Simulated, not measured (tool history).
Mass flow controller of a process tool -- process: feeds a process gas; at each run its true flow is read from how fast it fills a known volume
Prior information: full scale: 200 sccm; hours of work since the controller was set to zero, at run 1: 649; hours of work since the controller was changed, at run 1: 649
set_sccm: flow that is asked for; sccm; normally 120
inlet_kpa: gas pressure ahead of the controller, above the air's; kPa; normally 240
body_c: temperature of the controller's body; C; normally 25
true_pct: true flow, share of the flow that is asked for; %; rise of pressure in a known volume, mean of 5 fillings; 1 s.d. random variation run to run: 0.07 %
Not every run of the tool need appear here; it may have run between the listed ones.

run	hour	set_sccm	inlet_kpa	body_c	hours of work since the controller was set to zero	hours of work since the controller was changed	true_pct
1	0	120	240	25	649	649	99.47
2	199.5	120	240	25	714	714	99.6
3	384.4	120	240	21	774	774	100.06
4	513.1	120	240	21	816	816	100.05
5	683	120	240	21	871	871	100.1
6	830.2	120	240	21	919	919	99.87
7	921	120	271	21	949	949	100.11
8	1010.1	120	271	21	978	978	99.95
9	1206.7	120	240	25	1042	1042	99.7
10	1292.3	120	240	25	1070	1070	99.68
11	1379.3	120	240	25	1098	1098	99.75
12	1502.6	120	240	23	1138	1138	100.07
13	1634.5	120	240	23	1181	1181	99.99
14	1727	120	240	23	1211	1211	99.83
# hour 1745.7: controller's zero set anew
15	1854.7	120	240	23	35	1252	100.16
16	1963.3	120	240	25	71	1288	100.07
17	2125.3	120	240	25	124	1341	99.99
# hour 2222.8: controller's zero set anew, once more
18	2222.8	120	240	25	0	1372	99.38
19	2318.2	120	240	25	31	1403	99.42
20	2485.7	120	173	25	86	1458	99.66
21	2673.6	120	173	25	147	1519	99.55
22	2818.9	120	173	25	194	1566	99.71
23	2953.5	120	240	23	238	1610	99.71
24	3138.8	35	210	23	298	1670	99.15
25	3258.6	24	279	23	337	1709	98.92
26	3358.9	120	256	32	370	1742	98.74
27	3474.6	45	219	28	407	1779	98.65
28	3641.8	45	219	28	462	1834	98.51
29	3822.2	45	219	28	521	1893	98.86
30	3973.4	60	211	24	570	1942	99.3
31	4151.1	120	208	25	628	2000	99.88
32	4306.9	120	208	25	678	2050	99.87
33	4435	120	253	25	720	2092	99.8
34	4613.5	176	150	23	778	2150	100.87
35	4776.7	31	150	23	831	2203	99.9
36	4871.7	31	150	23	862	2234	99.97
37	4988.7	31	150	23	900	2272	100.04
38	5084.8	120	240	33	931	2304	99.06
39	5213.1	90	198	31	973	2345	99.14
40	5344.8	90	265	22	1016	2388	99.93
41	5434.8	42	175	25	1045	2417	99.74

Below, each run's measurement less what the same run would have read without the hidden state. Both values contain the same run-to-run variation, but the gauge's scatter may not be the same in both:
Hidden state at play: flow at rest that the sensor doesn't see, % of full scale; true flow over the shown one, %; drift of the gauge itself on true_pct, %.
run	true_pct
1	+0.56
2	+0.59
3	+0.62
4	+0.64
5	+0.67
6	+0.69
7	+0.7
8	+0.71
9	+0.75
10	+0.76
11	+0.78
12	+0.79
13	+0.81
14	+0.83
15	+1.07
16	+1.09
17	+1.11
18	+0.51
19	+0.53
20	+0.56
21	+0.58
22	+0.61
23	+0.63
24	+0.89
25	+1.12
26	+0.69
27	+0.93
28	+0.98
29	+1.04
30	+0.96
31	+0.82
32	+0.84
33	+0.87
34	+0.81
35	+1.64
36	+1.68
37	+1.73
38	+0.95
39	+1.08
40	+1.1
41	+1.6
